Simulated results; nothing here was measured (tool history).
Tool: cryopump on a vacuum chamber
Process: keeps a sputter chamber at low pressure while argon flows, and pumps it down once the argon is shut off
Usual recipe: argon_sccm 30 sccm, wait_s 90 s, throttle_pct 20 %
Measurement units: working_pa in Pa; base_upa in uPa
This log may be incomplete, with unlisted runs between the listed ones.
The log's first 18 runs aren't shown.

run    hour  argon_sccm  wait_s  throttle_pct  hours of work since the pump was warmed up and emptied  hours of work since the cold head was overhauled  hours of work since the chamber's fittings were tightened  working_pa  base_upa
 19   837.5          17      82            20                                                     643                                               643                                                        901      0.1029      1.93
 20   877.5          17      82            20                                                     660                                               660                                                        919      0.1038      1.94
 21   908.4          49      34            20                                                     674                                               674                                                        933      0.3022      3.60
 22   942.6          28      34            16                                                     689                                               689                                                        948      0.2137      3.61
 23   998.9          20     226            28                                                     714                                               714                                                        973      0.0878      1.29
 24  1062.5          14      37            57                                                     742                                               742                                                       1001      0.0331      3.46
 25  1105.1          32      83            20                                                     761                                               761                                                       1020      0.1971      1.98
 26  1140.7          32      83            20                                                     777                                               777                                                       1035      0.1963      2.07
 27  1179.3          25      90            22                                                     794                                               794                                                       1053      0.1393      1.96
 28  1220.6          19      90            27                                                     812                                               812                                                       1071      0.0871      1.97
 29  1253.7          18      90            27                                                     827                                               827                                                       1086      0.0844      1.97
 30  1315.9          18      90            27                                                     854                                               854                                                       1113      0.0836      2.09
 31  1370.8          13      85            17                                                     879                                               879                                                       1137      0.0950      2.09
 32  1423.9          23     115            24                                                     902                                               902                                                       1161      0.1201      1.88
 33  1487.7          23     115            24                                                     931                                               931                                                       1189      0.1203      1.88
     1554.7  -- pump warmed up, emptied and cooled again
 34  1554.7          30     233            20                                                       0                                               958                                                       1217      0.1757      1.25
 35  1617.0          30      23            46                                                      28                                               986                                                       1244      0.0777      4.94

3 ways to go on from here, each from the tool as it stands after run 35. What would each give?
  A  1657.6          40      20            38                                                      46                                              1004                                                       1262           ?         ?
  B  1657.6          19     227            20                                                      46                                              1004                                                       1262           ?         ?
  C  1657.6          13      37            16                                                      46                                              1004                                                       1262           ?         ?

run  working_pa  base_upa
  A      0.1253      5.59
  B      0.1135      1.26
  C      0.0965      3.30
Stripped of hidden state, with their random variation kept, the same runs would have yielded:
run  working_pa  base_upa
  A      0.1242      4.94
  B      0.1130      0.61
  C      0.0962      2.68

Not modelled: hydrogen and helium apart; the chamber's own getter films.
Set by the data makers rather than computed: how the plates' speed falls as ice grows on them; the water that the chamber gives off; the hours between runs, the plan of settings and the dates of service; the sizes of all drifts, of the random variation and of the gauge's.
